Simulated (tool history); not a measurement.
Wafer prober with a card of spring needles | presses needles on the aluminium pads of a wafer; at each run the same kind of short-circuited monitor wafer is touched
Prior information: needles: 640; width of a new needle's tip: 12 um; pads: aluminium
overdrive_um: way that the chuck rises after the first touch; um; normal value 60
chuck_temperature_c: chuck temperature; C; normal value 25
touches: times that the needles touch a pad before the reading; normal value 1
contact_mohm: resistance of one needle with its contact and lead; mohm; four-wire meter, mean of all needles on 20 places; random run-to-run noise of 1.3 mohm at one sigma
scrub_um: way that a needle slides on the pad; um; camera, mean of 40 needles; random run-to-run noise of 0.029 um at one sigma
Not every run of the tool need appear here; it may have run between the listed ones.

Run 1, hour 0: usual settings. Result: contact_mohm 109 mohm, scrub_um 9.99 um.
At hour 6.5: tips cleaned on abrasive film.
At hour 24.2: tips cleaned on abrasive film.
At hour 35.4: height of the first contact set anew.
Run 2, hour 35.4: usual settings. Result: contact_mohm 106 mohm, scrub_um 9.98 um.
At hour 42.5: tips cleaned on abrasive film.
At hour 60: tips cleaned on abrasive film.
Run 3, hour 64.3: usual settings. Result: contact_mohm 109 mohm, scrub_um 9.92 um.
At hour 77.3: tips cleaned on abrasive film.
At hour 94.7: tips cleaned on abrasive film.
Run 4, hour 105: usual settings but overdrive_um 52 um. Result: contact_mohm 107 mohm, scrub_um 8.65 um.
At hour 112: tips cleaned on abrasive film.
At hour 128.2: tips cleaned on abrasive film.
At hour 146.6: tips cleaned on abrasive film.
Run 5, hour 148.7: usual settings but overdrive_um 52 um. Result: contact_mohm 109 mohm, scrub_um 8.61 um.
At hour 164.5: tips cleaned on abrasive film.
At hour 182.6: tips cleaned on abrasive film.
Run 6, hour 195: usual settings but overdrive_um 52 um. Result: contact_mohm 109 mohm, scrub_um 8.63 um.
At hour 201.7: tips cleaned on abrasive film.
At hour 218.4: tips cleaned on abrasive film.
Run 7, hour 220.7: usual settings but overdrive_um 52 um. Result: contact_mohm 106 mohm, scrub_um 8.65 um.
At hour 236.1: tips cleaned on abrasive film.
Run 8, hour 249.5: usual settings but overdrive_um 52 um. Result: contact_mohm 110 mohm, scrub_um 8.64 um.
At hour 252.9: tips cleaned on abrasive film.
At hour 270.8: tips cleaned on abrasive film.
At hour 287.4: tips cleaned on abrasive film.
Run 9, hour 296: usual settings but overdrive_um 66 um. Result: contact_mohm 104 mohm, scrub_um 10.99 um.

For run 10, what comes out?
At hour 304.8: tips cleaned on abrasive film.
At hour 323.7: tips cleaned on abrasive film.
Run 10, hour 327.4: usual settings but chuck_temperature_c 27 C. Result: contact_mohm ?, scrub_um ?.

contact_mohm: 106 mohm
scrub_um: 9.92 um
Had the tool carried no hidden state, the very same run would have given contact_mohm 106 mohm, scrub_um 9.92 um.
